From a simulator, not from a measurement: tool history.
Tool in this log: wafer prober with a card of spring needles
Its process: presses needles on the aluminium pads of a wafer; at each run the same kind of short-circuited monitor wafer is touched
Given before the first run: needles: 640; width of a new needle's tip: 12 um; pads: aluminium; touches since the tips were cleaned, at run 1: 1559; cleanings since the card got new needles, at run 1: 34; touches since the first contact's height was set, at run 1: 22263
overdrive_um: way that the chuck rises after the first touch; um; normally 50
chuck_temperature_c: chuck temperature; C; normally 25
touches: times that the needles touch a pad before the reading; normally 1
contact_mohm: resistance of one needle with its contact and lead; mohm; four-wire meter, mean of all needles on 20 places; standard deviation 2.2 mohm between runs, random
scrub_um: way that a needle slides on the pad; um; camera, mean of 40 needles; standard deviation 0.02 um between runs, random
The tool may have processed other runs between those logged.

run    hour  overdrive_um  chuck_temperature_c  touches  touches since the tips were cleaned  cleanings since the card got new needles  touches since the first contact's height was set  contact_mohm  scrub_um
  1     0.0            50                   25        1                                 1559                                        34                                             22263           242      7.35
       25.4  -- tips cleaned on abrasive film
       61.1  -- tips cleaned on abrasive film
  2    61.1            50                   25        1                                    0                                        36                                             36367           238      7.36
       95.1  -- tips cleaned on abrasive film
  3   101.0            50                   25        2                                 1363                                        37                                             45577           242      7.32
      131.2  -- tips cleaned on abrasive film
      162.7  -- tips cleaned on abrasive film
  4   186.5            50                   35        1                                 5517                                        39                                             65341           244      7.36
      197.0  -- tips cleaned on abrasive film
      233.2  -- tips cleaned on abrasive film
      270.2  -- tips cleaned on abrasive film
  5   270.6            50                   35        1                                  100                                        42                                             84748           242      7.34
      302.7  -- tips cleaned on abrasive film
  6   330.5            50                   25        2                                 6443                                        43                                             98583           237      7.34
      337.9  -- tips cleaned on abrasive film
      374.9  -- tips cleaned on abrasive film
  7   388.3            50                   25        1                                 3094                                        45                                            111926           240      7.38
      405.9  -- tips cleaned on abrasive film
      439.4  -- tips cleaned on abrasive film
      469.4  -- tips cleaned on abrasive film
  8   469.4            50                   25        1                                    0                                        48                                            130630           240      7.38
      500.8  -- tips cleaned on abrasive film
  9   510.3            50                   25        1                                 2199                                        49                                            140079           240      7.35
      533.0  -- tips cleaned on abrasive film
 10   562.2            34                   25        1                                 6751                                        50                                            152081           258      5.01
      567.8  -- tips cleaned on abrasive film
      601.2  -- tips cleaned on abrasive film
      633.4  -- tips cleaned on abrasive film
 11   633.4            48                   25        1                                    0                                        53                                            168504           240      7.07
      664.0  -- tips cleaned on abrasive film
      699.5  -- tips cleaned on abrasive film
 12   723.5            48                   25        1                                 5560                                        55                                            189321           241      7.09
      732.6  -- tips cleaned on abrasive film
      768.4  -- tips cleaned on abrasive film
 13   795.3            50                   25        1                                 6213                                        57                                            205891           241      7.36
      802.8  -- tips cleaned on abrasive film
      834.1  -- tips cleaned on abrasive film
      868.8  -- tips cleaned on abrasive film
 14   888.6            50                  117        1                                 4582                                        60                                            227428           267      7.40
      899.8  -- tips cleaned on abrasive film
      924.4  -- height of the first contact set anew
      931.7  -- tips cleaned on abrasive film
      965.9  -- tips cleaned on abrasive film
 15   979.5            50                  117        1                                 3159                                        63                                             12716           273      7.40
      997.7  -- tips cleaned on abrasive film
 16  1025.0            40                   36        1                                 6329                                        64                                             23228           252      5.90
     1029.2  -- tips cleaned on abrasive film
     1065.2  -- tips cleaned on abrasive film
 17  1074.1            50                  116        1                                 2051                                        66                                             34536           267      7.39
     1096.5  -- tips cleaned on abrasive film
 18  1123.0            50                  116        2                                 6138                                        67                                             45850           266      7.42
     1127.3  -- tips cleaned on abrasive film
     1164.1  -- tips cleaned on abrasive film
     1199.4  -- tips cleaned on abrasive film
 19  1207.1            50                  116        2                                 1783                                        70                                             65241           269      7.42
     1232.2  -- tips cleaned on abrasive film
     1264.8  -- tips cleaned on abrasive film
 20  1279.3            40                   25        1                                 3355                                        72                                             81926           245      5.94
     1300.9  -- tips cleaned on abrasive film
     1332.3  -- tips cleaned on abrasive film
 21  1353.1            33                   34        2                                 4824                                        74                                             98964           258      4.89
     1362.6  -- tips cleaned on abrasive film
     1397.0  -- tips cleaned on abrasive film
 22  1407.6            61                   39        2                                 2457                                        76                                            111538           240      9.03
     1428.7  -- tips cleaned on abrasive film
 23  1447.4            34                   71        2                                 4317                                        77                                            120731           272      5.05
     1460.5  -- tips cleaned on abrasive film
     1495.7  -- tips cleaned on abrasive film
     1525.8  -- tips cleaned on abrasive film
 24  1530.6            56                   31        1                                 1102                                        80                                            139924           241      8.31
     1556.4  -- tips cleaned on abrasive film
     1587.8  -- tips cleaned on abrasive film
 25  1607.1            35                   39        2                                 4455                                        82                                            157598           259      5.22
     1619.3  -- tips cleaned on abrasive film
     1650.9  -- tips cleaned on abrasive film
     1682.2  -- tips cleaned on abrasive film
 26  1694.2            50                   38        1                                 2767                                        85                                            177695           248      7.41

Predict the results of run 27:
     1716.2  -- tips cleaned on abrasive film
 27  1735.7            50                   38        1                                 4518                                        86                                            187285             ?         ?

contact_mohm: 246 mohm
scrub_um: 7.40 um
On a tool with no hidden condition, and with the same random variation, this run would have come out at contact_mohm 245 mohm, scrub_um 7.33 um.
